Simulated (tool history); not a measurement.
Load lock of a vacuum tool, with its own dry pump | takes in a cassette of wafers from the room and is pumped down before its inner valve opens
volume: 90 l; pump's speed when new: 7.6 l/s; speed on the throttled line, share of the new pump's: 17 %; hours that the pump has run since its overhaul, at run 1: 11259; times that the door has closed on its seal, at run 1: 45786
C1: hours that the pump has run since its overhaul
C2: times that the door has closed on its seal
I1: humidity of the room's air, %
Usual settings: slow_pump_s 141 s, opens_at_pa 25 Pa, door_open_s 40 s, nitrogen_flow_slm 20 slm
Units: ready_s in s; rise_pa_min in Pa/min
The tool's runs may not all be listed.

run 1 hour=0 | slow_pump_s=141 opens_at_pa=25 door_open_s=40 nitrogen_flow_slm=20 | C1=11259 C2=45786 | I1=49.3 | ready_s=232 rise_pa_min=0.124
run 2 hour=235.5 | slow_pump_s=141 opens_at_pa=25 door_open_s=40 nitrogen_flow_slm=20 | C1=11495 C2=46592 | I1=45.2 | ready_s=227.2 rise_pa_min=0.125
run 3 hour=398.8 | slow_pump_s=192 opens_at_pa=25 door_open_s=40 nitrogen_flow_slm=20 | C1=11658 C2=47151 | I1=43.4 | ready_s=267 rise_pa_min=0.134
run 4 hour=738.5 | slow_pump_s=192 opens_at_pa=25 door_open_s=40 nitrogen_flow_slm=20 | C1=11998 C2=48314 | I1=45.4 | ready_s=270.7 rise_pa_min=0.127
run 5 hour=936.6 | slow_pump_s=192 opens_at_pa=25 door_open_s=40 nitrogen_flow_slm=20 | C1=12196 C2=48992 | I1=46.1 | ready_s=267.7 rise_pa_min=0.134
run 6 hour=1101.4 | slow_pump_s=261 opens_at_pa=25 door_open_s=40 nitrogen_flow_slm=20 | C1=12361 C2=49556 | I1=45.4 | ready_s=327.5 rise_pa_min=0.132
run 7 hour=1385.3 | slow_pump_s=261 opens_at_pa=25 door_open_s=40 nitrogen_flow_slm=20 | C1=12645 C2=50528 | I1=44.5 | ready_s=325.5 rise_pa_min=0.14
run 8 hour=1729 | slow_pump_s=141 opens_at_pa=33 door_open_s=40 nitrogen_flow_slm=20 | C1=12988 C2=51704 | I1=45.1 | ready_s=230.2 rise_pa_min=0.145
run 9 hour=1980.8 | slow_pump_s=134 opens_at_pa=33 door_open_s=40 nitrogen_flow_slm=20 | C1=13240 C2=52566 | I1=41.9 | ready_s=223.2 rise_pa_min=0.144
run 10 hour=2295.8 | slow_pump_s=134 opens_at_pa=33 door_open_s=40 nitrogen_flow_slm=20 | C1=13555 C2=53645 | I1=42.9 | ready_s=222.4 rise_pa_min=0.143
run 11 hour=2576.2 | slow_pump_s=141 opens_at_pa=25 door_open_s=40 nitrogen_flow_slm=20 | C1=13836 C2=54604 | I1=43.7 | ready_s=232.8 rise_pa_min=0.153
run 12 hour=2875.9 | slow_pump_s=141 opens_at_pa=25 door_open_s=40 nitrogen_flow_slm=20 | C1=14135 C2=55630 | I1=46.8 | ready_s=230.1 rise_pa_min=0.153
run 13 hour=3191.8 | slow_pump_s=141 opens_at_pa=25 door_open_s=40 nitrogen_flow_slm=20 | C1=14451 C2=56712 | I1=45.7 | ready_s=234.1 rise_pa_min=0.159
run 14 hour=3502 | slow_pump_s=163 opens_at_pa=25 door_open_s=40 nitrogen_flow_slm=20 | C1=14761 C2=57773 | I1=44.4 | ready_s=250.5 rise_pa_min=0.16
-- hour=3558.6 dry pump taken out, an overhauled one fitted
run 15 hour=3841.8 | slow_pump_s=163 opens_at_pa=25 door_open_s=172 nitrogen_flow_slm=20 | C1=283 C2=58916 | I1=49.6 | ready_s=234.9 rise_pa_min=0.188
run 16 hour=4047.2 | slow_pump_s=215 opens_at_pa=38 door_open_s=64 nitrogen_flow_slm=5 | C1=489 C2=59619 | I1=47.7 | ready_s=273.3 rise_pa_min=0.185
run 17 hour=4339.9 | slow_pump_s=74 opens_at_pa=38 door_open_s=64 nitrogen_flow_slm=5 | C1=781 C2=60621 | I1=43.6 | ready_s=157.6 rise_pa_min=0.192
run 18 hour=4559.5 | slow_pump_s=102 opens_at_pa=20 door_open_s=28 nitrogen_flow_slm=18 | C1=1001 C2=61373 | I1=43.4 | ready_s=187.7 rise_pa_min=0.177
run 19 hour=4890.1 | slow_pump_s=102 opens_at_pa=20 door_open_s=26 nitrogen_flow_slm=18 | C1=1332 C2=62505 | I1=46.1 | ready_s=186.9 rise_pa_min=0.175
run 20 hour=5129.1 | slow_pump_s=257 opens_at_pa=22 door_open_s=124 nitrogen_flow_slm=18 | C1=1571 C2=63323 | I1=45.7 | ready_s=316.6 rise_pa_min=0.198
run 21 hour=5300.6 | slow_pump_s=238 opens_at_pa=19 door_open_s=40 nitrogen_flow_slm=16 | C1=1742 C2=63910 | I1=45.4 | ready_s=297.7 rise_pa_min=0.183
run 22 hour=5506.1 | slow_pump_s=238 opens_at_pa=19 door_open_s=40 nitrogen_flow_slm=16 | C1=1948 C2=64613 | I1=45.8 | ready_s=301.6 rise_pa_min=0.186
run 23 hour=5670.6 | slow_pump_s=238 opens_at_pa=20 door_open_s=40 nitrogen_flow_slm=32 | C1=2112 C2=65177 | I1=46.2 | ready_s=299.8 rise_pa_min=0.179
run 24 hour=5895.4 | slow_pump_s=238 opens_at_pa=20 door_open_s=40 nitrogen_flow_slm=32 | C1=2337 C2=65946 | I1=45.9 | ready_s=300.8 rise_pa_min=0.188
run 25 hour=6093.4 | slow_pump_s=230 opens_at_pa=23 door_open_s=40 nitrogen_flow_slm=43 | C1=2535 C2=66624 | I1=50.7 | ready_s=294.3 rise_pa_min=0.195
run 26 hour=6332.8 | slow_pump_s=230 opens_at_pa=46 door_open_s=40 nitrogen_flow_slm=9 | C1=2774 C2=67443 | I1=43.2 | ready_s=280.4 rise_pa_min=0.206
run 27 hour=6732.5 | slow_pump_s=230 opens_at_pa=46 door_open_s=40 nitrogen_flow_slm=9 | C1=3174 C2=68811 | I1=47.2 | ready_s=284.2 rise_pa_min=0.209
run 28 hour=7126.3 | slow_pump_s=230 opens_at_pa=46 door_open_s=40 nitrogen_flow_slm=9 | C1=3568 C2=70160 | I1=43.8 | ready_s=283.5 rise_pa_min=0.212
run 29 hour=7298.2 | slow_pump_s=124 opens_at_pa=18 door_open_s=102 nitrogen_flow_slm=8 | C1=3740 C2=70748 | I1=48.7 | ready_s=207.6 rise_pa_min=0.24

Forecast each of these 3 alternatives for the next run:
run A hour=7539.6 | slow_pump_s=141 opens_at_pa=35 door_open_s=83 nitrogen_flow_slm=28 | C1=3981 C2=71574 | I1=45.4 | ready_s=? rise_pa_min=?
run B hour=7539.6 | slow_pump_s=124 opens_at_pa=26 door_open_s=160 nitrogen_flow_slm=18 | C1=3981 C2=71574 | I1=44.7 | ready_s=? rise_pa_min=?
run C hour=7539.6 | slow_pump_s=124 opens_at_pa=44 door_open_s=50 nitrogen_flow_slm=8 | C1=3981 C2=71574 | I1=46.8 | ready_s=? rise_pa_min=?

run=A ready_s=215.5 rise_pa_min=0.211
run=B ready_s=207.6 rise_pa_min=0.239
run=C ready_s=199.8 rise_pa_min=0.226
Without the tool's hidden state the same runs would have given:
run=A ready_s=210.2 rise_pa_min=0.031
run=B ready_s=201.8 rise_pa_min=0.056
run=C ready_s=194.5 rise_pa_min=0.043
